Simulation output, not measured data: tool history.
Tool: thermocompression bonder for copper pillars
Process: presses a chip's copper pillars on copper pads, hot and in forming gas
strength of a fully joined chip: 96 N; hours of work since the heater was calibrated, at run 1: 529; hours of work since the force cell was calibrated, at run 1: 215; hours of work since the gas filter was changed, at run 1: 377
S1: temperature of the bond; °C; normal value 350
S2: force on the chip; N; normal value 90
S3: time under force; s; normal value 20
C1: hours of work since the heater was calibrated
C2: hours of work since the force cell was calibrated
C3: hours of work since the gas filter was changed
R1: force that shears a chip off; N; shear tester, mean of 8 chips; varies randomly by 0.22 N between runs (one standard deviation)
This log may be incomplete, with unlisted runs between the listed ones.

run 1 hour=0.0 | S1=350 S2=90 S3=20 | C1=529 C2=215 C3=377 | R1=42.7
run 2 hour=30.3 | S1=350 S2=90 S3=20 | C1=553 C2=239 C3=400 | R1=42.4
run 3 hour=60.2 | S1=350 S2=90 S3=20 | C1=576 C2=262 C3=424 | R1=41.7
run 4 hour=83.0 | S1=350 S2=90 S3=20 | C1=594 C2=280 C3=442 | R1=41.9
run 5 hour=104.2 | S1=350 S2=90 S3=39 | C1=610 C2=297 C3=458 | R1=52.6
run 6 hour=136.4 | S1=350 S2=90 S3=39 | C1=636 C2=322 C3=483 | R1=52.1
-- hour=145.6 forming gas filter changed
run 7 hour=170.2 | S1=350 S2=90 S3=20 | C1=662 C2=348 C3=19 | R1=46.0
run 8 hour=206.9 | S1=350 S2=90 S3=20 | C1=690 C2=377 C3=48 | R1=46.0
run 9 hour=240.4 | S1=350 S2=90 S3=20 | C1=717 C2=403 C3=74 | R1=46.0
run 10 hour=275.7 | S1=350 S2=90 S3=20 | C1=744 C2=430 C3=102 | R1=45.4
run 11 hour=310.5 | S1=350 S2=90 S3=20 | C1=772 C2=458 C3=129 | R1=45.4
run 12 hour=328.7 | S1=350 S2=90 S3=20 | C1=786 C2=472 C3=143 | R1=45.8
run 13 hour=345.7 | S1=350 S2=109 S3=20 | C1=799 C2=485 C3=157 | R1=55.2
run 14 hour=369.7 | S1=350 S2=90 S3=20 | C1=818 C2=504 C3=175 | R1=46.0
run 15 hour=398.5 | S1=350 S2=90 S3=12 | C1=840 C2=527 C3=198 | R1=38.0
-- hour=402.5 force cell calibrated
run 16 hour=426.3 | S1=350 S2=101 S3=12 | C1=861 C2=19 C3=219 | R1=43.1
run 17 hour=454.2 | S1=350 S2=101 S3=12 | C1=883 C2=40 C3=240 | R1=42.7
-- hour=464.0 force cell calibrated, once more
run 18 hour=477.5 | S1=350 S2=101 S3=12 | C1=900 C2=11 C3=257 | R1=42.0
run 19 hour=492.6 | S1=350 S2=101 S3=12 | C1=912 C2=22 C3=269 | R1=42.2
run 20 hour=509.9 | S1=350 S2=101 S3=12 | C1=925 C2=36 C3=283 | R1=42.3
-- hour=534.7 heater calibrated with a thermocouple chip
run 21 hour=535.3 | S1=377 S2=90 S3=47 | C1=0 C2=54 C3=301 | R1=68.0
run 22 hour=554.8 | S1=363 S2=63 S3=27 | C1=16 C2=70 C3=316 | R1=35.9
run 23 hour=578.3 | S1=363 S2=63 S3=27 | C1=34 C2=88 C3=335 | R1=36.0
run 24 hour=604.7 | S1=330 S2=92 S3=32 | C1=55 C2=109 C3=356 | R1=39.2
run 25 hour=632.5 | S1=345 S2=92 S3=32 | C1=77 C2=130 C3=377 | R1=46.3
run 26 hour=651.6 | S1=341 S2=103 S3=56 | C1=92 C2=145 C3=392 | R1=59.3
run 27 hour=667.7 | S1=341 S2=103 S3=22 | C1=104 C2=158 C3=405 | R1=43.8
run 28 hour=688.3 | S1=350 S2=73 S3=24 | C1=120 C2=174 C3=421 | R1=34.5
run 29 hour=712.9 | S1=323 S2=73 S3=24 | C1=139 C2=193 C3=440 | R1=24.0
run 30 hour=747.9 | S1=323 S2=73 S3=24 | C1=167 C2=221 C3=468 | R1=24.2
run 31 hour=763.8 | S1=323 S2=73 S3=24 | C1=179 C2=233 C3=480 | R1=24.0
-- hour=776.4 forming gas filter changed
run 32 hour=792.5 | S1=350 S2=70 S3=18 | C1=201 C2=255 C3=13 | R1=32.1
run 33 hour=817.6 | S1=334 S2=64 S3=55 | C1=221 C2=275 C3=32 | R1=36.6
run 34 hour=847.4 | S1=334 S2=64 S3=55 | C1=244 C2=298 C3=56 | R1=36.8
run 35 hour=877.6 | S1=334 S2=64 S3=55 | C1=268 C2=322 C3=79 | R1=36.5
run 36 hour=906.8 | S1=348 S2=90 S3=22 | C1=291 C2=345 C3=102 | R1=44.7
run 37 hour=926.4 | S1=348 S2=90 S3=22 | C1=306 C2=360 C3=117 | R1=44.9
run 38 hour=960.8 | S1=350 S2=86 S3=20 | C1=333 C2=387 C3=144 | R1=42.1
run 39 hour=992.2 | S1=350 S2=84 S3=41 | C1=358 C2=412 C3=169 | R1=52.7
run 40 hour=1012.1 | S1=350 S2=84 S3=41 | C1=373 C2=427 C3=185 | R1=52.3

Each row is a separate what-if for the run after 40, all from the same tool condition, not one after another. Results?
run A hour=1043.3 | S1=350 S2=61 S3=20 | C1=398 C2=452 C3=209 | R1=?
run B hour=1043.3 | S1=343 S2=95 S3=23 | C1=398 C2=452 C3=209 | R1=?
run C hour=1043.3 | S1=366 S2=84 S3=41 | C1=398 C2=452 C3=209 | R1=?
run D hour=1043.3 | S1=336 S2=111 S3=14 | C1=398 C2=452 C3=209 | R1=?

run=A R1=28.1
run=B R1=44.4
run=C R1=60.5
run=D R1=40.9
The same runs, with their run-to-run variation unchanged, on a tool lacking any hidden condition would have given:
run=A R1=27.4
run=B R1=43.7
run=C R1=60.3
run=D R1=40.0
